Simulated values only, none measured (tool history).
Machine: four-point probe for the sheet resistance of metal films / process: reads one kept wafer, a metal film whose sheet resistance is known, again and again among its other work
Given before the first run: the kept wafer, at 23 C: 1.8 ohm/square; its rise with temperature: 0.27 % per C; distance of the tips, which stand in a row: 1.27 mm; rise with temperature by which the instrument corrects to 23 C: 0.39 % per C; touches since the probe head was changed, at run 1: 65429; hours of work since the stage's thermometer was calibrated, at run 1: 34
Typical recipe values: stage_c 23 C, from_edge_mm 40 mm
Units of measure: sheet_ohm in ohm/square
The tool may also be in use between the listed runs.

run	hour	stage_c	from_edge_mm	touches since the probe head was changed	hours of work since the stage's thermometer was calibrated	sheet_ohm
1	0	23	40	65429	34	1.819032
2	77.7	33	40	67344	65	1.798436
3	129.5	19	40	68621	86	1.827658
4	247.3	19	5	71527	134	1.888678
5	357.7	19	5	74248	178	1.889436
6	419.9	19	5	75782	203	1.889799
7	534.2	23	40	78600	250	1.820936
8	620.6	23	40	80728	284	1.822145
9	697.1	27	22	82614	315	1.816692
10	751.7	20	24	83960	337	1.830892
11	831.9	28	7	85938	370	1.843553
12	896.1	19	33	87521	396	1.832535
# hour 1002.5: new probe head fitted
13	1005.8	19	33	81	440	1.803736

Below are 5 alternative next runs, each starting from the tool's condition after run 13. Predict each:
A	1068.7	19	52	1631	465	?
B	1068.7	22	22	1631	465	?
C	1068.7	34	10	1631	465	?
D	1068.7	24	55	1631	465	?
E	1068.7	22	58	1631	465	?

run	sheet_ohm
A	1.803813
B	1.799547
C	1.788121
D	1.793181
E	1.796638
Without the tool's hidden state the same runs would have given:
run	sheet_ohm
A	1.809415
B	1.805138
C	1.793685
D	1.798755
E	1.802221
